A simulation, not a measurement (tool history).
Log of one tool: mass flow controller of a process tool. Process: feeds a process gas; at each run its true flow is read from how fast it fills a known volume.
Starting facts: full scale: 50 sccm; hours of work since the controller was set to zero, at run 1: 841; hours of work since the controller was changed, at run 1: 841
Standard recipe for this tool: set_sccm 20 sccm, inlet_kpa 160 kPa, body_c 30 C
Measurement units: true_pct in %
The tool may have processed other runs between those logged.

run	day	set_sccm	inlet_kpa	body_c	hours of work since the controller was set to zero	hours of work since the controller was changed	true_pct
1	0	20	160	30	841	841	99.12
2	4.425	20	160	30	899	899	99.28
3	10.154	20	160	30	974	974	99.27
4	15.529	20	209	30	1044	1044	99.36
5	20.979	11	160	30	1116	1116	99.21
6	26.067	27	160	30	1182	1182	99.47
7	33.183	20	222	30	1275	1275	99.61
8	38.338	11	258	30	1343	1343	99.57
9	45.521	8	271	33	1437	1437	99.42
10	53.904	8	271	33	1547	1547	99.46
11	59.717	20	249	21	1623	1623	100.29
12	64.879	20	203	30	1691	1691	99.7
13	73.738	15	179	23	1807	1807	99.89

Alternative continuations, all from the tool just after run 13; predict every row:
A	78.829	20	160	27	1874	1874	?
B	78.829	13	179	25	1874	1874	?
C	78.829	37	225	23	1874	1874	?
D	78.829	15	219	23	1874	1874	?
E	78.829	15	179	35	1874	1874	?

run	true_pct
A	99.86
B	99.91
C	100.37
D	100.15
E	99.41
Take away the tool's hidden state, keep each run's random variation, and the runs would have read:
run	true_pct
A	99.33
B	99.38
C	99.84
D	99.62
E	98.88

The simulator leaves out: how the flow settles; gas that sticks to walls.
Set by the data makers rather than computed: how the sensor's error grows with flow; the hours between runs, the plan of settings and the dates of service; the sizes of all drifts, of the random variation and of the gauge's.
